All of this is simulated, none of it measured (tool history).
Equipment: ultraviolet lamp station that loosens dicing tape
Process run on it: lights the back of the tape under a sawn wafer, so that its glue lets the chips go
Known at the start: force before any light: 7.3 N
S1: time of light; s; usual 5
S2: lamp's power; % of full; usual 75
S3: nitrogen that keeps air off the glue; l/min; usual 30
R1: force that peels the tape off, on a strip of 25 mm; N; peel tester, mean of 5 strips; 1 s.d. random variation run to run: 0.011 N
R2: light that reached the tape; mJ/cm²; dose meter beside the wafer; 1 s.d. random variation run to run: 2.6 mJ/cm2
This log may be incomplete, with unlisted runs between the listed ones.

run,hour,S1,S2,S3,R1,R2
1,0,5,75,30,0.548,302
2,30.3,5,75,30,0.6,301
3,85.8,5,75,30,0.604,296
4,129.8,5,75,17,0.952,293
5,187.2,5,75,17,0.943,286
6,242.7,5,63,30,0.916,243
7,300.5,5,63,30,0.926,237
8,346.1,5,63,30,0.934,234
9,397.9,5,85,30,0.538,318
10,425.8,5,85,30,0.547,310
11,470.2,5,85,30,0.548,310
12,521.3,3,69,14,2.674,149
13,562.5,2,69,15,3.666,95
14,601,7,70,17,0.691,346
15,631.1,7,70,17,0.691,343
16,686.2,7,70,50,0.297,333
17,724.1,2,85,32,2.585,115
18,760.1,2,85,32,2.556,117
19,794.5,9,85,10,0.473,513
20,837.2,5,72,48,0.697,241
21,883.9,4,83,30,1.08,218

Branching from run 21: 3 alternative next runs. What would each branch give?
A,918.1,7,75,30,?,?
B,918.1,2,75,20,?,?
C,918.1,3,83,27,?,?

run,R1,R2
A,0.453,337
B,3.512,98
C,1.844,164
Without the tool's unlogged condition, the same runs would have read:
run,R1,R2
A,0.237,455
B,2.712,132
C,1.162,221
